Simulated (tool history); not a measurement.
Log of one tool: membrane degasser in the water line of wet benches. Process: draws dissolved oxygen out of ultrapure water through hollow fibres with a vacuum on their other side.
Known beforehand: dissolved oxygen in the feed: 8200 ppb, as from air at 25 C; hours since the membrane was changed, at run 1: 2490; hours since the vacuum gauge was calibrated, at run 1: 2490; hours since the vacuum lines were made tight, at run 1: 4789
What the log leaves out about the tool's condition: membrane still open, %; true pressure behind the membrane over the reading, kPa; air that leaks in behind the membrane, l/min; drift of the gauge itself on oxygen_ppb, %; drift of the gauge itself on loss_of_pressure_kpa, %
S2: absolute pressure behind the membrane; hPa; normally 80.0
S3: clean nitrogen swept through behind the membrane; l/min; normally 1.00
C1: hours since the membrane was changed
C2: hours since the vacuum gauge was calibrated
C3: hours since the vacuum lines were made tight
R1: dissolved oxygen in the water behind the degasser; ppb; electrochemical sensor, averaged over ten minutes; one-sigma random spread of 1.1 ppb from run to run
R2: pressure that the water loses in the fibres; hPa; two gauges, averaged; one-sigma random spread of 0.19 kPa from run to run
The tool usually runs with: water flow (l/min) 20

run 1 hour=0.0 | water_flow_(l/min)=20 S2=80.0 S3=1.00 | C1=2490 C2=2490 C3=4789 | R1=213.2 R2=399.3
run 2 hour=66.7 | water_flow_(l/min)=20 S2=80.0 S3=1.00 | C1=2556 C2=2556 C3=4855 | R1=212.6 R2=403.9
run 3 hour=111.0 | water_flow_(l/min)=20 S2=80.0 S3=1.00 | C1=2601 C2=2601 C3=4900 | R1=212.5 R2=401.0
run 4 hour=159.5 | water_flow_(l/min)=20 S2=80.0 S3=1.00 | C1=2649 C2=2649 C3=4948 | R1=212.5 R2=402.1
run 5 hour=243.7 | water_flow_(l/min)=20 S2=96.9 S3=1.00 | C1=2733 C2=2733 C3=5032 | R1=283.9 R2=401.5
run 6 hour=297.2 | water_flow_(l/min)=20 S2=96.9 S3=1.00 | C1=2787 C2=2787 C3=5086 | R1=283.0 R2=406.3
run 7 hour=395.6 | water_flow_(l/min)=20 S2=96.9 S3=1.66 | C1=2885 C2=2885 C3=5184 | R1=183.6 R2=405.5
run 8 hour=444.6 | water_flow_(l/min)=20 S2=96.9 S3=1.66 | C1=2934 C2=2934 C3=5233 | R1=182.0 R2=403.4
run 9 hour=505.2 | water_flow_(l/min)=20 S2=96.9 S3=1.66 | C1=2995 C2=2995 C3=5294 | R1=182.7 R2=405.1
run 10 hour=590.2 | water_flow_(l/min)=20 S2=96.9 S3=1.66 | C1=3080 C2=3080 C3=5379 | R1=183.1 R2=398.6
run 11 hour=633.6 | water_flow_(l/min)=20 S2=80.0 S3=1.00 | C1=3123 C2=3123 C3=5422 | R1=211.0 R2=408.0
run 12 hour=729.9 | water_flow_(l/min)=20 S2=80.0 S3=1.00 | C1=3220 C2=3220 C3=5519 | R1=212.7 R2=404.8
run 13 hour=800.0 | water_flow_(l/min)=20 S2=171.0 S3=1.00 | C1=3290 C2=3290 C3=5589 | R1=586.0 R2=406.0
-- hour=847.6 vacuum gauge calibrated
run 14 hour=896.4 | water_flow_(l/min)=20 S2=171.0 S3=1.00 | C1=3386 C2=49 C3=5685 | R1=590.0 R2=406.9
run 15 hour=937.9 | water_flow_(l/min)=30 S2=169.4 S3=0.57 | C1=3427 C2=90 C3=5726 | R1=1230.3 R2=609.6
run 16 hour=987.4 | water_flow_(l/min)=30 S2=169.4 S3=0.57 | C1=3477 C2=140 C3=5776 | R1=1226.3 R2=612.3
run 17 hour=1077.3 | water_flow_(l/min)=23 S2=89.0 S3=2.41 | C1=3567 C2=230 C3=5866 | R1=134.1 R2=466.6
run 18 hour=1165.8 | water_flow_(l/min)=14 S2=78.0 S3=0.42 | C1=3655 C2=318 C3=5954 | R1=310.3 R2=285.2
run 19 hour=1242.4 | water_flow_(l/min)=14 S2=78.0 S3=0.42 | C1=3732 C2=395 C3=6031 | R1=309.6 R2=284.5
run 20 hour=1284.6 | water_flow_(l/min)=14 S2=78.0 S3=0.42 | C1=3774 C2=437 C3=6073 | R1=307.7 R2=283.6
run 21 hour=1350.7 | water_flow_(l/min)=15 S2=192.9 S3=1.97 | C1=3840 C2=503 C3=6139 | R1=285.6 R2=305.5
run 22 hour=1412.1 | water_flow_(l/min)=22 S2=107.1 S3=1.91 | C1=3901 C2=564 C3=6200 | R1=203.3 R2=448.3
run 23 hour=1480.0 | water_flow_(l/min)=13 S2=50.5 S3=0.57 | C1=3969 C2=632 C3=6268 | R1=92.5 R2=265.2
run 24 hour=1522.0 | water_flow_(l/min)=13 S2=50.5 S3=0.57 | C1=4011 C2=674 C3=6310 | R1=91.9 R2=265.6

Alternative continuations, all from the tool just after run 24; predict every row:
run A hour=1589.1 | water_flow_(l/min)=13 S2=187.5 S3=0.57 | C1=4078 C2=741 C3=6377 | R1=? R2=?
run B hour=1589.1 | water_flow_(l/min)=20 S2=104.1 S3=1.00 | C1=4078 C2=741 C3=6377 | R1=? R2=?
run C hour=1589.1 | water_flow_(l/min)=31 S2=53.6 S3=0.80 | C1=4078 C2=741 C3=6377 | R1=? R2=?

run=A R1=717.8 R2=263.0
run=B R1=313.7 R2=409.9
run=C R1=194.2 R2=632.1
With no hidden state in the tool, these same runs would have given:
run=A R1=717.6 R2=258.4
run=B R1=313.6 R2=402.7
run=C R1=194.2 R2=621.0

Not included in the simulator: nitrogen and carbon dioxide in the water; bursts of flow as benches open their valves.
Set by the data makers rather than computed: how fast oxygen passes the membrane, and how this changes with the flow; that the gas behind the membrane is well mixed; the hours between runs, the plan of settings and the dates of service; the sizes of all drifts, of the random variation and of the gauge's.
